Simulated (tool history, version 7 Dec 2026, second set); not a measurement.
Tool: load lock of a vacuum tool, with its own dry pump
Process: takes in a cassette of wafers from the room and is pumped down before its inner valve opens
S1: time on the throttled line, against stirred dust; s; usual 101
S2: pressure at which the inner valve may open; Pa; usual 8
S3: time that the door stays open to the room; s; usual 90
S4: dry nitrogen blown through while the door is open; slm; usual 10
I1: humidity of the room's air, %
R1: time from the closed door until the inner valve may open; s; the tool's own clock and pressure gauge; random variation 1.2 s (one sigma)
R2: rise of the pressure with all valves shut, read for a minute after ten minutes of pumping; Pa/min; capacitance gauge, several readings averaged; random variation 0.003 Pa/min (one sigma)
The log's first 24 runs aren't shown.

Run 25, day 504.554: usual settings but S3 56 s; I1 44.8. Result: R1 209.5 s, R2 0.055 Pa/min.
Run 26, day 530.950: usual settings but S1 175 s, S2 11 Pa, S3 177 s, S4 28 slm; I1 44.1. Result: R1 259.1 s, R2 0.087 Pa/min.
Run 27, day 559.150: usual settings but S1 175 s, S2 11 Pa, S3 177 s, S4 28 slm; I1 39.8. Result: R1 258.5 s, R2 0.105 Pa/min.
Run 28, day 573.738: usual settings but S1 103 s, S2 13 Pa, S3 82 s, S4 32 slm; I1 42.2. Result: R1 205.3 s, R2 0.113 Pa/min.
Run 29, day 600.512: usual settings but S1 65 s, S2 15 Pa, S3 29 s, S4 16 slm; I1 44.7. Result: R1 175.4 s, R2 0.144 Pa/min.
Run 30, day 621.033: usual settings but S1 103 s, S4 16 slm; I1 44.8. Result: R1 213.0 s, R2 0.196 Pa/min.
Run 31, day 633.488: usual settings but S1 126 s, S3 48 s, S4 34 slm; I1 45.0. Result: R1 229.8 s, R2 0.203 Pa/min.
Run 32, day 651.279: usual settings but S1 126 s, S3 48 s, S4 34 slm; I1 44.3. Result: R1 229.7 s, R2 0.231 Pa/min.
Run 33, day 666.488: usual settings but S3 68 s; I1 43.8. Result: R1 213.5 s, R2 0.270 Pa/min.
Run 34, day 696.129: usual settings but S1 130 s, S2 7 Pa, S3 47 s, S4 14 slm; I1 45.5. Result: R1 233.3 s, R2 0.322 Pa/min.
Run 35, day 715.025: usual settings but S1 130 s, S2 7 Pa, S3 47 s, S4 14 slm; I1 45.8. Result: R1 234.7 s, R2 0.369 Pa/min.
Run 36, day 732.479: usual settings but S1 52 s, S2 7 Pa, S3 61 s, S4 8 slm; I1 47.0. Result: R1 182.6 s, R2 0.417 Pa/min.
Run 37, day 746.650: usual settings but S1 69 s, S3 238 s, S4 12 slm; I1 45.4. Result: R1 190.2 s, R2 0.476 Pa/min.

Forecast each of these 3 alternatives for the next run:
Run A, day 761.771: usual settings but S1 69 s, S3 238 s, S4 11 slm; I1 47.5. Result: R1 ?, R2 ?.
Run B, day 761.771: usual settings but S3 186 s, S4 20 slm; I1 45.8. Result: R1 ?, R2 ?.
Run C, day 761.771: usual settings but S1 193 s, S2 10 Pa; I1 41.7. Result: R1 ?, R2 ?.

run     R1     R2
  A  190.6  0.530
  B  210.4  0.496
  C  276.1  0.503
Without the tool's hidden state the same runs would have given:
run     R1     R2
  A  180.5  0.074
  B  201.2  0.043
  C  269.2  0.037
